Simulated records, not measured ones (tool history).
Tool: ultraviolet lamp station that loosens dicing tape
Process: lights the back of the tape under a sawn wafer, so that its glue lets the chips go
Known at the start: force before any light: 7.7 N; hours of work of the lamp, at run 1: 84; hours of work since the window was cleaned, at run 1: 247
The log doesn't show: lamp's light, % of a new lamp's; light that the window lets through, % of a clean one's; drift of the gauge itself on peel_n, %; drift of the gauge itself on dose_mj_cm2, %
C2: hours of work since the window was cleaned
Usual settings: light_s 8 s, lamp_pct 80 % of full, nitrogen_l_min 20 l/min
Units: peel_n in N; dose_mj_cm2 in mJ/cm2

Run 1, hour 0.0: usual settings; hours of work of the lamp 84; C2 247. Result: peel_n 0.502 N, dose_mj_cm2 284 mJ/cm2.
Run 2, hour 34.5: usual settings; hours of work of the lamp 101; C2 264. Result: peel_n 0.513 N, dose_mj_cm2 284 mJ/cm2.
Run 3, hour 61.1: usual settings; hours of work of the lamp 114; C2 277. Result: peel_n 0.496 N, dose_mj_cm2 287 mJ/cm2.
Run 4, hour 98.7: usual settings but nitrogen_l_min 11 l/min; hours of work of the lamp 133; C2 296. Result: peel_n 0.741 N, dose_mj_cm2 283 mJ/cm2.
Run 5, hour 151.5: usual settings but nitrogen_l_min 11 l/min; hours of work of the lamp 158; C2 321. Result: peel_n 0.774 N, dose_mj_cm2 278 mJ/cm2.
Run 6, hour 190.0: usual settings but lamp_pct 63 % of full; hours of work of the lamp 177; C2 340. Result: peel_n 0.943 N, dose_mj_cm2 216 mJ/cm2.
Run 7, hour 249.6: usual settings; hours of work of the lamp 206; C2 369. Result: peel_n 0.542 N, dose_mj_cm2 277 mJ/cm2.
Run 8, hour 279.9: usual settings; hours of work of the lamp 221; C2 384. Result: peel_n 0.563 N, dose_mj_cm2 275 mJ/cm2.
Run 9, hour 328.6: usual settings but light_s 10 s; hours of work of the lamp 245; C2 408. Result: peel_n 0.345 N, dose_mj_cm2 344 mJ/cm2.
Run 10, hour 366.3: usual settings but nitrogen_l_min 9 l/min; hours of work of the lamp 264; C2 427. Result: peel_n 0.972 N, dose_mj_cm2 270 mJ/cm2.
Run 11, hour 401.1: usual settings but lamp_pct 61 % of full, nitrogen_l_min 9 l/min; hours of work of the lamp 281; C2 444. Result: peel_n 1.518 N, dose_mj_cm2 202 mJ/cm2.
Run 12, hour 429.6: usual settings but lamp_pct 61 % of full, nitrogen_l_min 9 l/min; hours of work of the lamp 295; C2 458. Result: peel_n 1.514 N, dose_mj_cm2 199 mJ/cm2.
Run 13, hour 467.6: usual settings; hours of work of the lamp 313; C2 476. Result: peel_n 0.606 N, dose_mj_cm2 264 mJ/cm2.
Run 14, hour 498.6: usual settings; hours of work of the lamp 329; C2 492. Result: peel_n 0.616 N, dose_mj_cm2 265 mJ/cm2.
Run 15, hour 526.6: usual settings; hours of work of the lamp 342; C2 505. Result: peel_n 0.646 N, dose_mj_cm2 262 mJ/cm2.
Run 16, hour 565.1: usual settings but nitrogen_l_min 35 l/min; hours of work of the lamp 361; C2 524. Result: peel_n 0.501 N, dose_mj_cm2 260 mJ/cm2.
Run 17, hour 617.5: usual settings but nitrogen_l_min 35 l/min; hours of work of the lamp 387; C2 550. Result: peel_n 0.510 N, dose_mj_cm2 254 mJ/cm2.
At hour 637.8: window cleaned of glue's vapour.
Run 18, hour 657.9: usual settings but nitrogen_l_min 35 l/min; hours of work of the lamp 406; C2 10. Result: peel_n 0.382 N, dose_mj_cm2 292 mJ/cm2.
Run 19, hour 709.7: usual settings but light_s 10 s, lamp_pct 90 % of full, nitrogen_l_min 14 l/min; hours of work of the lamp 432; C2 35. Result: peel_n 0.283 N, dose_mj_cm2 402 mJ/cm2.
Run 20, hour 741.2: usual settings but light_s 10 s, lamp_pct 90 % of full, nitrogen_l_min 14 l/min; hours of work of the lamp 447; C2 51. Result: peel_n 0.288 N, dose_mj_cm2 405 mJ/cm2.
Run 21, hour 779.6: usual settings but light_s 6 s; hours of work of the lamp 466; C2 69. Result: peel_n 0.979 N, dose_mj_cm2 214 mJ/cm2.
Run 22, hour 809.8: usual settings but light_s 7 s, lamp_pct 66 % of full, nitrogen_l_min 18 l/min; hours of work of the lamp 481; C2 84. Result: peel_n 1.118 N, dose_mj_cm2 205 mJ/cm2.
Run 23, hour 851.4: usual settings but light_s 10 s, lamp_pct 69 % of full, nitrogen_l_min 27 l/min; hours of work of the lamp 501; C2 105. Result: peel_n 0.401 N, dose_mj_cm2 300 mJ/cm2.
Run 24, hour 877.7: usual settings but light_s 10 s, lamp_pct 69 % of full, nitrogen_l_min 27 l/min; hours of work of the lamp 514; C2 118. Result: peel_n 0.371 N, dose_mj_cm2 296 mJ/cm2.
Run 25, hour 907.5: usual settings but light_s 10 s, lamp_pct 69 % of full, nitrogen_l_min 27 l/min; hours of work of the lamp 529; C2 132. Result: peel_n 0.379 N, dose_mj_cm2 298 mJ/cm2.
Run 26, hour 948.5: usual settings but light_s 10 s, lamp_pct 69 % of full, nitrogen_l_min 27 l/min; hours of work of the lamp 549; C2 152. Result: peel_n 0.413 N, dose_mj_cm2 297 mJ/cm2.
Run 27, hour 1009.6: usual settings but nitrogen_l_min 28 l/min; hours of work of the lamp 579; C2 182. Result: peel_n 0.474 N, dose_mj_cm2 274 mJ/cm2.
Run 28, hour 1040.2: usual settings but nitrogen_l_min 28 l/min; hours of work of the lamp 594; C2 197. Result: peel_n 0.473 N, dose_mj_cm2 275 mJ/cm2.
Run 29, hour 1101.7: usual settings but nitrogen_l_min 28 l/min; hours of work of the lamp 624; C2 227. Result: peel_n 0.513 N, dose_mj_cm2 270 mJ/cm2.
Run 30, hour 1152.9: usual settings but light_s 13 s; hours of work of the lamp 649; C2 252. Result: peel_n 0.190 N, dose_mj_cm2 433 mJ/cm2.
Run 31, hour 1179.6: usual settings but light_s 7 s; hours of work of the lamp 662; C2 265. Result: peel_n 0.850 N, dose_mj_cm2 228 mJ/cm2.
Run 32, hour 1241.5: usual settings but light_s 4 s, nitrogen_l_min 9 l/min; hours of work of the lamp 692; C2 296. Result: peel_n 2.696 N, dose_mj_cm2 133 mJ/cm2.
Run 33, hour 1298.1: usual settings but light_s 4 s, nitrogen_l_min 9 l/min; hours of work of the lamp 720; C2 324. Result: peel_n 2.693 N, dose_mj_cm2 131 mJ/cm2.
Run 34, hour 1337.4: usual settings but light_s 4 s, lamp_pct 62 % of full, nitrogen_l_min 9 l/min; hours of work of the lamp 739; C2 343. Result: peel_n 3.561 N, dose_mj_cm2 98 mJ/cm2.
Run 35, hour 1376.5: usual settings but light_s 9 s, nitrogen_l_min 7 l/min; hours of work of the lamp 758; C2 362. Result: peel_n 0.993 N, dose_mj_cm2 290 mJ/cm2.

How the hidden state differs across the entries between the runs, from the last listed run before each to the first after it:
Between runs 17 and 18: window cleaned of glue's vapour (hour 637.8)
  lamp's light, % of a new lamp's: 94.4 -> 94.1; light that the window lets through, % of a clean one's: 86.9 -> 98.7
  measured less the result without the state, peel_n: +0.188 -> +0.061 N; dose_mj_cm2: -57 -> -23 mJ/cm2
